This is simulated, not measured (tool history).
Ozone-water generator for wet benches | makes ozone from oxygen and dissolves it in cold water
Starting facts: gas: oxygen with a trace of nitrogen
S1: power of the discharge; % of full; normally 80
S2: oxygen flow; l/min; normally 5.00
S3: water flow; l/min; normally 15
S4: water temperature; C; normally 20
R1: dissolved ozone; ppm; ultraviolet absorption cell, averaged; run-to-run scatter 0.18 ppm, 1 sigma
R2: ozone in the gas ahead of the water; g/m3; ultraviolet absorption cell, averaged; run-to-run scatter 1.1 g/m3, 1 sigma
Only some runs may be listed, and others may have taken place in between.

run	hour	S1	S2	S3	S4	R1	R2
1	0.0	80	5.00	15	20	24.2	200.1
2	110.1	80	5.00	15	16	25.8	197.6
3	219.8	80	5.00	15	20	24.2	199.5
4	318.3	80	7.21	15	20	21.7	152.6
5	365.4	64	5.00	15	20	20.9	169.2
6	443.6	64	5.00	15	20	20.7	169.4
7	549.0	64	5.00	15	20	21.1	170.0
8	594.5	64	5.00	15	20	20.6	171.5
9	666.9	80	5.00	15	20	23.9	196.2
10	762.7	80	5.00	15	20	23.6	194.0
11	862.5	80	5.00	15	20	23.8	193.4
12	962.4	80	5.00	15	20	23.6	192.6
13	1071.4	80	5.00	15	20	23.4	195.1
14	1133.7	80	5.00	15	20	23.7	192.7
15	1182.8	80	5.00	15	20	23.4	196.3
16	1254.1	80	3.26	15	20	25.2	261.1
17	1334.7	69	5.00	15	20	21.5	178.3
18	1383.4	43	5.00	12	16	20.0	131.2
19	1478.3	43	5.00	12	16	19.7	131.9
20	1570.6	43	5.00	12	16	19.7	134.1
21	1617.5	75	5.12	24	27	14.4	182.8
22	1712.7	75	5.12	24	27	14.1	182.4
23	1798.9	80	4.95	15	20	23.4	194.6
# hour 1810.1: contactor cleaned
24	1909.8	87	4.95	15	19	24.4	202.2
25	1966.3	87	4.95	15	19	24.2	204.0
# hour 1998.4: contactor cleaned, once more
26	2019.9	43	5.45	22	12	13.7	123.8
27	2124.5	43	5.45	22	12	13.5	123.1
28	2231.2	80	3.49	11	22	29.7	243.3
29	2293.3	80	3.49	18	15	22.9	244.6
30	2375.6	80	3.49	18	15	23.2	242.6
31	2489.1	58	3.22	18	15	19.1	213.0
32	2559.9	41	5.96	13	15	17.6	113.2
33	2627.1	41	6.35	13	26	14.1	108.7
34	2739.3	80	5.00	15	13	26.2	188.0

Consider 3 possible next runs. They are alternatives, not a sequence: every one starts from the tool as it was left by run 34. What does each give?
A	2809.1	80	6.41	15	20	?	?
B	2809.1	80	4.36	15	13	?	?
C	2809.1	63	3.48	13	13	?	?

run	R1	R2
A	21.7	160.4
B	26.5	207.7
C	26.2	208.7
With no hidden state in the tool, these same runs would have given:
run	R1	R2
A	24.0	175.4
B	29.3	227.2
C	28.6	225.5
